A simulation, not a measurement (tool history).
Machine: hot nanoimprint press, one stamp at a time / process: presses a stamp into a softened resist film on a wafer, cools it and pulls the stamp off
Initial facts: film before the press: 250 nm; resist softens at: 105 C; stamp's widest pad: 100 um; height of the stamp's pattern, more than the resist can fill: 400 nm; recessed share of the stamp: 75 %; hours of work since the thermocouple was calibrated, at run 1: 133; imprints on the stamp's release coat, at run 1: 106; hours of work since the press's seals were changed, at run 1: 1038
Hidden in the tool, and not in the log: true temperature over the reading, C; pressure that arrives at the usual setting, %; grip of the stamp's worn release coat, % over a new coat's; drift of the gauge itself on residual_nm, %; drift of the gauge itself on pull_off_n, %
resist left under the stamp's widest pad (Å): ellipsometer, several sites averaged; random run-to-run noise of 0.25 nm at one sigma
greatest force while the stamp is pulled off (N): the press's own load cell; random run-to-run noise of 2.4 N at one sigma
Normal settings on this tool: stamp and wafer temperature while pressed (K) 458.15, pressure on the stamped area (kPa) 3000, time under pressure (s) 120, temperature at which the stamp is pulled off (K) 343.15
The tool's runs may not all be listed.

| run | hour | stamp and wafer temperature while pressed (K) | pressure on the stamped area (kPa) | time under pressure (s) | temperature at which the stamp is pulled off (K) | hours of work since the thermocouple was calibrated | imprints on the stamp's release coat | hours of work since the press's seals were changed | resist left under the stamp's widest pad (Å) | greatest force while the stamp is pulled off (N) |
|---|---|---|---|---|---|---|---|---|---|---|
| 1 | 0 | 458.15 | 3000 | 120 | 343.15 | 133 | 106 | 1038 | 1488 | 187 |
| 2 | 37.5 | 458.15 | 3000 | 120 | 343.15 | 157 | 198 | 1062 | 1489 | 195 |
| 3 | 87.2 | 458.15 | 3000 | 120 | 343.15 | 189 | 321 | 1094 | 1489 | 206 |
| 4 | 129.6 | 458.15 | 3000 | 120 | 343.15 | 216 | 426 | 1121 | 1488 | 214 |
|  | 185.7 | stamp cleaned and given a new release coat |
| 5 | 200.9 | 458.15 | 3000 | 120 | 343.15 | 258 | 37 | 1163 | 1489 | 184 |
| 6 | 254 | 458.15 | 3000 | 120 | 343.15 | 292 | 169 | 1197 | 1491 | 190 |
|  | 312.9 | press's hydraulic seals changed and the load cell set to zero |
| 7 | 339.5 | 458.15 | 3000 | 120 | 343.15 | 341 | 360 | 17 | 1428 | 207 |
| 8 | 372.6 | 458.15 | 3000 | 120 | 343.15 | 363 | 442 | 38 | 1429 | 215 |
|  | 418 | stamp cleaned and given a new release coat |
| 9 | 431.5 | 458.15 | 3000 | 120 | 343.15 | 396 | 33 | 72 | 1429 | 185 |
|  | 457.2 | plate thermocouple calibrated |
| 10 | 506.6 | 458.15 | 3000 | 120 | 343.15 | 32 | 212 | 118 | 1457 | 196 |
| 11 | 564.9 | 458.15 | 3000 | 120 | 343.15 | 69 | 356 | 156 | 1459 | 207 |
| 12 | 605.2 | 458.15 | 4590 | 120 | 343.15 | 95 | 455 | 182 | 1231 | 214 |
|  | 648.1 | stamp cleaned and given a new release coat |
| 13 | 666.3 | 458.15 | 4590 | 120 | 343.15 | 130 | 45 | 217 | 1228 | 186 |
| 14 | 709.1 | 458.15 | 3000 | 120 | 343.15 | 158 | 151 | 244 | 1458 | 189 |
| 15 | 762.1 | 458.15 | 3000 | 120 | 343.15 | 192 | 282 | 278 | 1456 | 201 |
| 16 | 809.2 | 458.15 | 3000 | 120 | 343.15 | 222 | 398 | 309 | 1459 | 208 |
|  | 873.8 | stamp cleaned and given a new release coat |
| 17 | 878.8 | 458.15 | 2310 | 111 | 338.15 | 263 | 12 | 349 | 1631 | 201 |
| 18 | 924.8 | 458.15 | 2310 | 116 | 344.15 | 292 | 126 | 379 | 1613 | 191 |
| 19 | 960.9 | 458.15 | 2310 | 116 | 344.15 | 315 | 215 | 402 | 1614 | 194 |
| 20 | 1010.9 | 458.15 | 3000 | 120 | 343.15 | 347 | 339 | 434 | 1455 | 203 |
| 21 | 1062 | 458.15 | 3000 | 120 | 343.15 | 380 | 465 | 467 | 1462 | 211 |
|  | 1097.9 | stamp cleaned and given a new release coat |
|  | 1117.4 | plate thermocouple calibrated |
| 22 | 1128.7 | 458.15 | 2810 | 176 | 343.15 | 7 | 68 | 504 | 1335 | 194 |
| 23 | 1203.9 | 455.15 | 2810 | 176 | 343.15 | 55 | 254 | 552 | 1427 | 197 |
| 24 | 1235.8 | 455.15 | 2810 | 176 | 343.15 | 76 | 333 | 573 | 1422 | 207 |
| 25 | 1291.5 | 455.15 | 2240 | 136 | 334.15 | 112 | 470 | 608 | 1658 | 243 |
|  | 1327.4 | stamp cleaned and given a new release coat |
| 26 | 1372.5 | 458.15 | 3000 | 204 | 333.15 | 160 | 112 | 656 | 1229 | 218 |
| 27 | 1435.7 | 458.15 | 2130 | 238 | 343.15 | 200 | 268 | 697 | 1338 | 202 |
| 28 | 1486.1 | 458.15 | 2130 | 238 | 343.15 | 233 | 392 | 729 | 1339 | 207 |

Some steps in resist left under the stamp's widest pad (Å), run to run, broken into two amounts with sign: the step expected even without the hidden condition (settings, incoming material, random variation), and the rest, left for the hidden condition together with whatever gauge scatter is not in both the measured and the hidden-condition-free result:
Run 6 -> 7: press's hydraulic seals changed and the load cell set to zero. resist left under the stamp's widest pad (Å) -63: hidden state -58, all else -5.
Run 9 -> 10: plate thermocouple calibrated. resist left under the stamp's widest pad (Å) +28: hidden state +29, all else -1.
Run 24 -> 25: pressure on the stamped area (kPa) 2810 -> 2240, time under pressure (s) 176 -> 136, temperature at which the stamp is pulled off (K) 343.15 -> 334.15. resist left under the stamp's widest pad (Å) +236: hidden state -7, all else +243.
Run 25 -> 26: stamp and wafer temperature while pressed (K) 455.15 -> 458.15, pressure on the stamped area (kPa) 2240 -> 3000, time under pressure (s) 136 -> 204, temperature at which the stamp is pulled off (K) 334.15 -> 333.15, stamp cleaned and given a new release coat. resist left under the stamp's widest pad (Å) -429: hidden state +6, all else -435.

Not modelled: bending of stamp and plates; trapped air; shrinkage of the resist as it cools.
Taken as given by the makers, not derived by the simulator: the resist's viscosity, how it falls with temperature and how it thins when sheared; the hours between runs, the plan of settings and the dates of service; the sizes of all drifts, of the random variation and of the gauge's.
